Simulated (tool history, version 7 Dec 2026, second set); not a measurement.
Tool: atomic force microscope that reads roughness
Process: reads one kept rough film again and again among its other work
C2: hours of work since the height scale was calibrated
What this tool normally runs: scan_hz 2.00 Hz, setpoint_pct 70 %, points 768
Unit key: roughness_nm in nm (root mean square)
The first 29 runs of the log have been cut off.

Run 30, day 34.062: usual settings but scan_hz 1.85 Hz, setpoint_pct 79 %, points 722; pictures with this tip 66; C2 323. Result: roughness_nm 2.617 nm (root mean square).
Run 31, day 34.871: usual settings but scan_hz 0.71 Hz, setpoint_pct 80 %, points 923; pictures with this tip 90; C2 337. Result: roughness_nm 2.477 nm (root mean square).
Run 32, day 35.588: usual settings but scan_hz 2.38 Hz, setpoint_pct 58 %, points 457; pictures with this tip 112; C2 349. Result: roughness_nm 2.259 nm (root mean square).
At day 36.838: new tip fitted.
Run 33, day 37.054: usual settings but scan_hz 2.38 Hz, setpoint_pct 58 %, points 457; pictures with this tip 7; C2 374. Result: roughness_nm 3.512 nm (root mean square).
Run 34, day 38.554: usual settings but scan_hz 3.99 Hz, setpoint_pct 58 %, points 385; pictures with this tip 52; C2 400. Result: roughness_nm 2.781 nm (root mean square).
Run 35, day 39.783: usual settings but scan_hz 3.27 Hz, setpoint_pct 58 %, points 385; pictures with this tip 89; C2 421. Result: roughness_nm 2.439 nm (root mean square).
Run 36, day 41.054: usual settings but scan_hz 3.20 Hz, setpoint_pct 73 %, points 454; pictures with this tip 128; C2 443. Result: roughness_nm 2.078 nm (root mean square).
At day 41.779: new tip fitted.
Run 37, day 42.325: usual settings but scan_hz 3.20 Hz, setpoint_pct 73 %, points 454; pictures with this tip 17; C2 464. Result: roughness_nm 3.149 nm (root mean square).
Run 38, day 43.771: usual settings but setpoint_pct 77 %, points 258; pictures with this tip 61; C2 489. Result: roughness_nm 2.506 nm (root mean square).
Run 39, day 45.254: usual settings but points 555; pictures with this tip 106; C2 515. Result: roughness_nm 2.229 nm (root mean square).
Run 40, day 46.292: usual settings but scan_hz 3.88 Hz, setpoint_pct 78 %, points 362; pictures with this tip 137; C2 533. Result: roughness_nm 1.883 nm (root mean square).
At day 46.821: new tip fitted.
Run 41, day 47.179: usual settings but scan_hz 3.17 Hz, setpoint_pct 75 %, points 294; pictures with this tip 11; C2 547. Result: roughness_nm 3.202 nm (root mean square).
Run 42, day 47.950: usual settings but scan_hz 2.38 Hz, points 603; pictures with this tip 34; C2 561. Result: roughness_nm 2.988 nm (root mean square).
Run 43, day 49.488: usual settings but scan_hz 1.06 Hz, points 801; pictures with this tip 81; C2 587. Result: roughness_nm 2.548 nm (root mean square).
Run 44, day 50.729: usual settings but setpoint_pct 67 %, points 458; pictures with this tip 118; C2 608. Result: roughness_nm 2.163 nm (root mean square).
At day 51.858: new tip fitted.
Run 45, day 52.250: usual settings but setpoint_pct 56 %; pictures with this tip 12; C2 634. Result: roughness_nm 3.457 nm (root mean square).
Run 46, day 53.779: usual settings but scan_hz 3.55 Hz, setpoint_pct 60 %, points 970; pictures with this tip 58; C2 660. Result: roughness_nm 2.725 nm (root mean square).

Below are 4 alternative next runs, each starting from the tool's condition after run 46. Predict each:
Run A, day 55.479: usual settings but scan_hz 1.34 Hz, setpoint_pct 80 %, points 1008; pictures with this tip 110; C2 690. Result: roughness_nm ?.
Run B, day 55.479: usual settings but scan_hz 3.46 Hz, setpoint_pct 72 %, points 677; pictures with this tip 110; C2 690. Result: roughness_nm ?.
Run C, day 55.479: usual settings but scan_hz 2.69 Hz, setpoint_pct 60 %, points 437; pictures with this tip 110; C2 690. Result: roughness_nm ?.
Run D, day 55.479: usual settings but scan_hz 3.40 Hz, setpoint_pct 77 %, points 1014; pictures with this tip 110; C2 690. Result: roughness_nm ?.

run  roughness_nm
  A         2.188
  B         2.121
  C         2.186
  D         2.095
Stripped of hidden state, with their random variation kept, the same runs would have yielded:
run  roughness_nm
  A         3.661
  B         3.550
  C         3.660
  D         3.508
